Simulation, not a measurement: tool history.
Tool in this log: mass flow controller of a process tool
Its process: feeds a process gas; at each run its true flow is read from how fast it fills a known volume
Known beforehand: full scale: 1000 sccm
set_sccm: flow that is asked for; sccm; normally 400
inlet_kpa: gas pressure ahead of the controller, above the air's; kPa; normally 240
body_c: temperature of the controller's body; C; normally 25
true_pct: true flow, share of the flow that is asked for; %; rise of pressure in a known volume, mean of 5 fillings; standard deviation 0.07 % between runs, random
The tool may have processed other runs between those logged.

| run | day | set_sccm | inlet_kpa | body_c | true_pct |
|---|---|---|---|---|---|
| 1 | 0 | 400 | 240 | 25 | 100.62 |
| 2 | 5.954 | 400 | 240 | 40 | 101.54 |
| 3 | 11.679 | 400 | 240 | 24 | 100.62 |
|  | 14.417 | controller exchanged for a calibrated one |
| 4 | 16.638 | 400 | 240 | 24 | 98.91 |
| 5 | 20.596 | 400 | 240 | 24 | 98.83 |
| 6 | 26.762 | 574 | 240 | 25 | 99.28 |
| 7 | 31.975 | 574 | 240 | 25 | 99.36 |
| 8 | 36.633 | 574 | 240 | 25 | 99.33 |
| 9 | 44.304 | 400 | 175 | 29 | 99.56 |
| 10 | 48.467 | 163 | 149 | 22 | 98.75 |
| 11 | 54.742 | 400 | 240 | 35 | 99.5 |
| 12 | 59.325 | 400 | 240 | 35 | 99.55 |
| 13 | 64.175 | 137 | 199 | 25 | 98.57 |

Here are 5 independent what-if runs from the current tool condition. What would each one return?
| A | 69.654 | 371 | 164 | 29 | ? |
| B | 69.654 | 155 | 199 | 25 | ? |
| C | 69.654 | 316 | 240 | 25 | ? |
| D | 69.654 | 400 | 240 | 27 | ? |
| E | 69.654 | 192 | 199 | 31 | ? |

| run | true_pct |
|---|---|
| A | 99.82 |
| B | 98.53 |
| C | 98.94 |
| D | 99.39 |
| E | 99.12 |
Had the tool no hidden state, the same runs would have come out as:
| run | true_pct |
|---|---|
| A | 99.57 |
| B | 98.65 |
| C | 98.74 |
| D | 99.12 |
| E | 99.12 |
